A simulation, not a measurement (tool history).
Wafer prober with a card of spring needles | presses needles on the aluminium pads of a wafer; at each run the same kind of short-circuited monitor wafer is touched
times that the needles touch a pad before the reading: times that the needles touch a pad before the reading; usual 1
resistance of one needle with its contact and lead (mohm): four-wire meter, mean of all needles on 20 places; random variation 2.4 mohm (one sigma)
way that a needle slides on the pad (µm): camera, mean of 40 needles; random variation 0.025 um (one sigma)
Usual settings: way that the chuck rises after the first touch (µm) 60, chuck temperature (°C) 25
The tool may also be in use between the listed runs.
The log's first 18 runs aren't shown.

run,hour,way that the chuck rises after the first touch (µm),chuck temperature (°C),times that the needles touch a pad before the reading,touches since the tips were cleaned,cleanings since the card got new needles,touches since the first contact's height was set,resistance of one needle with its contact and lead (mohm),way that a needle slides on the pad (µm)
19,149.6,60,25,1,6922,9,87201,274,15.33
# hour 154.5: tips cleaned on abrasive film
20,159.2,60,25,1,1305,10,89823,271,15.32
21,172.4,51,65,2,4965,10,93483,283,13.03
22,181.2,53,25,1,7411,10,95929,266,13.53
# hour 183.9: tips cleaned on abrasive film
23,186.9,42,57,2,838,11,97482,282,10.7
24,195.7,72,50,1,3273,11,99917,274,18.4
25,204.5,46,39,2,5703,11,102347,278,11.75
# hour 214.1: tips cleaned on abrasive film
26,217.5,52,30,1,964,12,105938,274,13.31
27,225.6,65,123,1,3186,12,108160,298,16.66
28,234.8,65,110,1,5757,12,110731,290,16.62
29,242.4,65,110,1,7852,12,112826,296,16.66
# hour 243.2: tips cleaned on abrasive film
30,248.7,65,110,1,1524,13,114548,292,16.68
31,260.9,65,110,1,4904,13,117928,292,16.68
32,269.9,49,27,2,7388,13,120412,271,12.57
# hour 273.1: tips cleaned on abrasive film
33,278.5,77,43,2,1503,14,122780,269,19.75
34,289.8,75,25,3,4639,14,125916,268,19.31
35,298,75,25,3,6910,14,128187,267,19.34
# hour 302.2: tips cleaned on abrasive film
36,304.8,75,25,3,720,15,130041,267,19.3

3 ways to go on from here, each from the tool as it stands after run 36. What would each give?
A,310.6,47,30,2,2331,15,131652,?,?
B,310.6,55,31,1,2331,15,131652,?,?
C,310.6,53,25,1,2331,15,131652,?,?

run,resistance of one needle with its contact and lead (mohm),way that a needle slides on the pad (µm)
A,270,12.06
B,271,14.16
C,271,13.62
Without the tool's hidden state the same runs would have given:
run,resistance of one needle with its contact and lead (mohm),way that a needle slides on the pad (µm)
A,269,11.85
B,271,13.91
C,271,13.38
